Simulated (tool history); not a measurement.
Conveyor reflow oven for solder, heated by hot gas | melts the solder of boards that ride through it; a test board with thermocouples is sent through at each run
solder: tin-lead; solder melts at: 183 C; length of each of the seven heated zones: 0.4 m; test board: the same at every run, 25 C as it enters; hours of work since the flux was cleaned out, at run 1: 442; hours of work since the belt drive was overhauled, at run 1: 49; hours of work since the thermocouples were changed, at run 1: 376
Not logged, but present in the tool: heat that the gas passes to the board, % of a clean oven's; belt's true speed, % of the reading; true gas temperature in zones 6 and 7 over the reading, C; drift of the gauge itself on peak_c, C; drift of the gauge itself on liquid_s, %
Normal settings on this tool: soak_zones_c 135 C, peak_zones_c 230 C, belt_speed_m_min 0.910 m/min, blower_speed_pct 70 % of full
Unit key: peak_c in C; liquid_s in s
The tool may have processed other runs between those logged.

run   hour  soak_zones_c  peak_zones_c  belt_speed_m_min  blower_speed_pct  hours of work since the flux was cleaned out  hours of work since the belt drive was overhauled  hours of work since the thermocouples were changed  peak_c  liquid_s
  1    0.0           135           230             0.910                70                                           442                                                 49                                                 376   213.4     36.81
  2   18.6           135           230             0.910                70                                           453                                                 61                                                 388   213.6     36.77
  3   54.9           135           230             0.910                70                                           476                                                 83                                                 410   213.4     36.71
      80.8  -- flux residue cleaned out of gas plates and filters
  4   98.6           135           232             0.910                70                                            11                                                107                                                 435   216.7     38.85
  5  134.4           135           232             0.910                70                                            33                                                130                                                 457   216.5     38.88
  6  173.9           135           232             0.910                70                                            58                                                154                                                 481   216.5     38.92
  7  193.4           135           232             0.910                70                                            70                                                166                                                 493   216.7     38.79
  8  225.7           135           232             0.910                70                                            90                                                186                                                 513   216.2     38.64
  9  252.1           135           230             0.910                70                                           106                                                203                                                 530   214.8     37.70
 10  286.8           135           230             0.910                70                                           128                                                224                                                 551   214.6     37.72
 11  304.6           135           230             0.910                70                                           139                                                235                                                 562   214.2     37.76
 12  329.6           135           230             0.910                70                                           154                                                251                                                 578   214.5     37.65
 13  347.1           135           230             0.910                70                                           165                                                262                                                 589   214.4     37.67
 14  379.3           145           230             0.910                70                                           185                                                282                                                 609   216.0     41.05
 15  416.7           135           230             0.910                70                                           209                                                305                                                 632   214.3     37.60
 16  455.9           135           229             0.910                70                                           233                                                329                                                 656   213.1     36.98
 17  486.1           137           235             0.910                70                                           252                                                348                                                 675   218.7     40.34
 18  506.8           137           235             0.910                70                                           264                                                361                                                 688   218.4     40.36
 19  523.2           138           235             0.910                70                                           275                                                371                                                 698   218.9     40.64
 20  544.7           148           228             0.916                55                                           288                                                384                                                 711   210.7     38.00
 21  567.1           148           218             0.738                55                                           302                                                398                                                 725   207.1     46.50
 22  605.1           148           218             0.738                55                                           326                                                422                                                 749   207.1     46.49
 23  633.9           143           244             0.738                55                                           343                                                440                                                 767   229.8     57.84
 24  663.6           143           240             0.910                70                                           362                                                458                                                 785   223.7     44.20
 25  679.9           123           240             1.037                70                                           372                                                468                                                 795   215.1     30.60
 26  704.7           142           230             1.082                70                                           387                                                484                                                 811   209.2     29.63
 27  722.9           142           230             1.082                70                                           399                                                495                                                 822   209.0     29.62
 28  738.9           135           236             0.910                83                                           409                                                505                                                 832   221.2     41.62
 29  761.4           125           239             0.910                83                                           423                                                519                                                 846   222.4     39.86
 30  792.0           128           239             0.902                83                                           442                                                538                                                 865   223.2     41.32
 31  815.1           121           243             0.902                83                                           456                                                552                                                 879   225.6     40.99

Same runs, no hidden state in the tool, same run-to-run variation:
run  peak_c  liquid_s
  1   215.6     38.33
  2   215.9     38.32
  3   215.8     38.32
  4   217.3     39.12
  5   217.2     39.19
  6   217.3     39.29
  7   217.6     39.19
  8   217.3     39.08
  9   215.9     38.20
 10   215.7     38.27
 11   215.4     38.33
 12   215.8     38.26
 13   215.7     38.30
 14   217.4     41.60
 15   215.8     38.32
 16   214.7     37.79
 17   220.4     41.00
 18   220.1     41.04
 19   220.7     41.33
 20   212.3     38.86
 21   208.6     47.54
 22   208.7     47.58
 23   231.6     58.19
 24   225.8     44.81
 25   217.6     31.75
 26   211.5     30.86
 27   211.4     30.88
 28   223.7     42.49
 29   225.2     40.86
 30   225.9     42.29
 31   228.6     41.99

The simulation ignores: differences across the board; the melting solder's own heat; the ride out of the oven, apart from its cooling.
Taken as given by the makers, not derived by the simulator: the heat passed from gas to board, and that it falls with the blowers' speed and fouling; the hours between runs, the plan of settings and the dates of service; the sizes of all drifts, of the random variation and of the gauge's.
